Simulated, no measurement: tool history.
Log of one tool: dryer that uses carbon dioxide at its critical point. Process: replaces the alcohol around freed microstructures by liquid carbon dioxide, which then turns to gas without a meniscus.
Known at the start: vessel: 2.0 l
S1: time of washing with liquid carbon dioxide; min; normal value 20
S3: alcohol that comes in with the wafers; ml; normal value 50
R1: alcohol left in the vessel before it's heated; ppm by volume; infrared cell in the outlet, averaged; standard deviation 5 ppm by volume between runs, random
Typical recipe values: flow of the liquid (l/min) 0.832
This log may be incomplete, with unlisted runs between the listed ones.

{"run": 1, "hour": 0.0, "S1": 20, "flow of the liquid (l/min)": 0.832, "S3": 50, "R1": 116}
{"run": 2, "hour": 16.3, "S1": 20, "flow of the liquid (l/min)": 0.832, "S3": 50, "R1": 115}
{"run": 3, "hour": 35.1, "S1": 20, "flow of the liquid (l/min)": 0.832, "S3": 50, "R1": 121}
{"run": 4, "hour": 58.3, "S1": 20, "flow of the liquid (l/min)": 0.832, "S3": 50, "R1": 130}
{"run": 5, "hour": 79.0, "S1": 20, "flow of the liquid (l/min)": 0.832, "S3": 50, "R1": 120}
{"run": 6, "hour": 95.6, "S1": 20, "flow of the liquid (l/min)": 0.832, "S3": 50, "R1": 126}
{"run": 7, "hour": 121.1, "S1": 20, "flow of the liquid (l/min)": 0.832, "S3": 50, "R1": 137}
{"run": 8, "hour": 141.9, "S1": 20, "flow of the liquid (l/min)": 0.884, "S3": 50, "R1": 135}
{"run": 9, "hour": 162.0, "S1": 20, "flow of the liquid (l/min)": 0.884, "S3": 50, "R1": 128}
{"run": 10, "hour": 182.9, "S1": 20, "flow of the liquid (l/min)": 0.884, "S3": 50, "R1": 137}
{"run": 11, "hour": 206.3, "S1": 20, "flow of the liquid (l/min)": 0.884, "S3": 50, "R1": 128}
{"run": 12, "hour": 224.9, "S1": 20, "flow of the liquid (l/min)": 0.884, "S3": 50, "R1": 132}
{"run": 13, "hour": 242.7, "S1": 20, "flow of the liquid (l/min)": 0.71, "S3": 50, "R1": 214}
{"run": 14, "hour": 262.1, "S1": 20, "flow of the liquid (l/min)": 0.832, "S3": 50, "R1": 162}
{"run": 15, "hour": 284.7, "S1": 20, "flow of the liquid (l/min)": 0.832, "S3": 50, "R1": 167}
{"run": 16, "hour": 301.4, "S1": 13, "flow of the liquid (l/min)": 0.832, "S3": 50, "R1": 455}
{"run": 17, "hour": 315.4, "S1": 13, "flow of the liquid (l/min)": 0.892, "S3": 25, "R1": 254}
{"hour": 325.8, "done": "inlet filter changed"}
{"run": 18, "hour": 341.7, "S1": 20, "flow of the liquid (l/min)": 0.832, "S3": 105, "R1": 154}
{"run": 19, "hour": 356.7, "S1": 19, "flow of the liquid (l/min)": 0.832, "S3": 53, "R1": 157}
{"run": 20, "hour": 371.2, "S1": 19, "flow of the liquid (l/min)": 0.832, "S3": 53, "R1": 159}
{"run": 21, "hour": 391.1, "S1": 27, "flow of the liquid (l/min)": 0.832, "S3": 28, "R1": 151}
{"run": 22, "hour": 415.2, "S1": 27, "flow of the liquid (l/min)": 0.832, "S3": 28, "R1": 153}
{"run": 23, "hour": 428.5, "S1": 19, "flow of the liquid (l/min)": 1.364, "S3": 72, "R1": 163}
{"run": 24, "hour": 447.5, "S1": 20, "flow of the liquid (l/min)": 0.721, "S3": 48, "R1": 190}
{"run": 25, "hour": 462.2, "S1": 20, "flow of the liquid (l/min)": 0.721, "S3": 48, "R1": 184}
{"run": 26, "hour": 476.2, "S1": 20, "flow of the liquid (l/min)": 0.721, "S3": 48, "R1": 190}
{"run": 27, "hour": 498.5, "S1": 13, "flow of the liquid (l/min)": 1.063, "S3": 41, "R1": 187}
{"run": 28, "hour": 510.0, "S1": 17, "flow of the liquid (l/min)": 0.685, "S3": 50, "R1": 270}
{"run": 29, "hour": 525.8, "S1": 17, "flow of the liquid (l/min)": 0.685, "S3": 50, "R1": 268}
{"run": 30, "hour": 545.5, "S1": 17, "flow of the liquid (l/min)": 0.685, "S3": 50, "R1": 282}
{"run": 31, "hour": 565.9, "S1": 17, "flow of the liquid (l/min)": 0.632, "S3": 81, "R1": 456}
{"run": 32, "hour": 589.5, "S1": 20, "flow of the liquid (l/min)": 0.551, "S3": 97, "R1": 463}

What would each run have given without the hidden state, its run-to-run variation left as it was?
The tool's hidden condition here consists of: flow that reaches the vessel past the clogged filter, %; alcohol in the recycled carbon dioxide, ppm; drift of the gauge itself on alcohol_ppm, %.
run=1 R1=14
run=2 R1=9
run=3 R1=11
run=4 R1=15
run=5 R1=3
run=6 R1=6
run=7 R1=12
run=8 R1=10
run=9 R1=2
run=10 R1=8
run=11 R1=0
run=12 R1=0
run=13 R1=29
run=14 R1=10
run=15 R1=13
run=16 R1=120
run=17 R1=40
run=18 R1=12
run=19 R1=16
run=20 R1=15
run=21 R1=6
run=22 R1=4
run=23 R1=9
run=24 R1=33
run=25 R1=25
run=26 R1=25
run=27 R1=18
run=28 R1=83
run=29 R1=78
run=30 R1=87
run=31 R1=221
run=32 R1=217

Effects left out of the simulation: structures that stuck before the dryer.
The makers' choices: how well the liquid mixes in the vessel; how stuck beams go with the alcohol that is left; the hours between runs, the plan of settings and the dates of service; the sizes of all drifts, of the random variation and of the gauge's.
